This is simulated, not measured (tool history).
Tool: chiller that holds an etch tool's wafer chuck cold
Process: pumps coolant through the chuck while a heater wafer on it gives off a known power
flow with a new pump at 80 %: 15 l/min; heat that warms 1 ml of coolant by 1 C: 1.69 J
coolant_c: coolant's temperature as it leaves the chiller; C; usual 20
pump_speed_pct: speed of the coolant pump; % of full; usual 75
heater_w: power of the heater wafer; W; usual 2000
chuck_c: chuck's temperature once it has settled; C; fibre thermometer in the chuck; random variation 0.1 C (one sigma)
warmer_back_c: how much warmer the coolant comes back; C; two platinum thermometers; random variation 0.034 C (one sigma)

Run 1, day 0.000: usual settings. Result: chuck_c 42.3 C, warmer_back_c 5.04 C.
Run 2, day 1.071: usual settings. Result: chuck_c 42.0 C, warmer_back_c 5.12 C.
Run 3, day 2.671: usual settings but heater_w 1242 W. Result: chuck_c 34.0 C, warmer_back_c 3.15 C.
Run 4, day 4.283: usual settings but heater_w 1242 W. Result: chuck_c 34.0 C, warmer_back_c 3.18 C.
Run 5, day 5.383: usual settings but heater_w 1242 W. Result: chuck_c 33.9 C, warmer_back_c 3.14 C.
Run 6, day 6.875: usual settings but heater_w 1242 W. Result: chuck_c 34.0 C, warmer_back_c 3.11 C.
Run 7, day 7.725: usual settings but pump_speed_pct 74 % of full. Result: chuck_c 42.5 C, warmer_back_c 5.15 C.
Run 8, day 8.492: usual settings but coolant_c 12 C. Result: chuck_c 34.3 C, warmer_back_c 5.05 C.
Run 9, day 9.412: usual settings but heater_w 1657 W. Result: chuck_c 38.5 C, warmer_back_c 4.18 C.
Run 10, day 10.350: usual settings but heater_w 1657 W. Result: chuck_c 38.3 C, warmer_back_c 4.24 C.
Run 11, day 11.462: usual settings but heater_w 1657 W. Result: chuck_c 38.6 C, warmer_back_c 4.18 C.
At day 11.762: coolant pump overhauled.
Run 12, day 13.079: usual settings but heater_w 1106 W. Result: chuck_c 32.4 C, warmer_back_c 2.76 C.
Run 13, day 14.725: usual settings but heater_w 1106 W. Result: chuck_c 32.2 C, warmer_back_c 2.82 C.
Run 14, day 15.750: usual settings but heater_w 1106 W. Result: chuck_c 32.6 C, warmer_back_c 2.84 C.
At day 16.904: coolant pump overhauled, once more.
Run 15, day 17.083: usual settings but heater_w 1106 W. Result: chuck_c 32.5 C, warmer_back_c 2.81 C.
Run 16, day 17.804: usual settings but heater_w 1106 W. Result: chuck_c 32.4 C, warmer_back_c 2.77 C.
Run 17, day 19.404: usual settings but heater_w 1106 W. Result: chuck_c 32.5 C, warmer_back_c 2.81 C.
Run 18, day 20.283: usual settings but coolant_c 25 C, heater_w 1674 W. Result: chuck_c 43.9 C, warmer_back_c 4.25 C.
Run 19, day 21.571: usual settings but coolant_c 25 C, heater_w 1674 W. Result: chuck_c 44.1 C, warmer_back_c 4.24 C.
Run 20, day 23.254: usual settings but coolant_c 25 C, heater_w 1674 W. Result: chuck_c 44.2 C, warmer_back_c 4.26 C.
Run 21, day 24.562: usual settings but coolant_c 22 C, pump_speed_pct 68 % of full, heater_w 1363 W. Result: chuck_c 38.6 C, warmer_back_c 3.87 C.
Run 22, day 25.429: usual settings but coolant_c 12 C, pump_speed_pct 67 % of full, heater_w 2175 W. Result: chuck_c 38.4 C, warmer_back_c 6.26 C.
Run 23, day 26.238: usual settings but coolant_c 17 C, pump_speed_pct 74 % of full. Result: chuck_c 39.8 C, warmer_back_c 5.14 C.
Run 24, day 27.183: usual settings but coolant_c 17 C, pump_speed_pct 62 % of full, heater_w 2511 W. Result: chuck_c 48.8 C, warmer_back_c 7.85 C.
Run 25, day 28.879: usual settings but coolant_c 30 C, pump_speed_pct 86 % of full, heater_w 2511 W. Result: chuck_c 56.5 C, warmer_back_c 5.43 C.
Run 26, day 29.679: usual settings but coolant_c 18 C, pump_speed_pct 83 % of full, heater_w 1205 W. Result: chuck_c 31.0 C, warmer_back_c 2.75 C.
Run 27, day 31.092: usual settings but coolant_c 12 C, pump_speed_pct 88 % of full, heater_w 1590 W. Result: chuck_c 28.6 C, warmer_back_c 3.40 C.
Run 28, day 31.792: usual settings but pump_speed_pct 80 % of full, heater_w 1116 W. Result: chuck_c 32.3 C, warmer_back_c 2.66 C.
Run 29, day 33.038: usual settings but pump_speed_pct 80 % of full, heater_w 1116 W. Result: chuck_c 32.4 C, warmer_back_c 2.66 C.
Run 30, day 34.142: usual settings but coolant_c 22 C, pump_speed_pct 92 % of full, heater_w 1427 W. Result: chuck_c 36.5 C, warmer_back_c 2.87 C.
Run 31, day 35.833: usual settings but coolant_c 29 C, pump_speed_pct 63 % of full, heater_w 2797 W. Result: chuck_c 64.5 C, warmer_back_c 8.67 C.
Run 32, day 36.746: usual settings but coolant_c 27 C, heater_w 1928 W. Result: chuck_c 49.2 C, warmer_back_c 4.84 C.

4 ways to go on from here, each from the tool as it stands after run 32. What would each give?
Run A, day 37.575: usual settings but coolant_c 26 C, pump_speed_pct 90 % of full, heater_w 1208 W. Result: chuck_c ?, warmer_back_c ?.
Run B, day 37.575: usual settings but pump_speed_pct 86 % of full, heater_w 1928 W. Result: chuck_c ?, warmer_back_c ?.
Run C, day 37.575: usual settings but coolant_c 27 C, heater_w 1391 W. Result: chuck_c ?, warmer_back_c ?.
Run D, day 37.575: usual settings but coolant_c 12 C, pump_speed_pct 67 % of full, heater_w 1331 W. Result: chuck_c ?, warmer_back_c ?.

run  chuck_c  warmer_back_c
  A     38.3           2.49
  B     40.2           4.20
  C     42.9           3.53
  D     28.4           3.82
Without the tool's hidden state the same runs would have given:
run  chuck_c  warmer_back_c
  A     37.1           2.48
  B     38.4           4.19
  C     41.5           3.52
  D     27.0           3.81
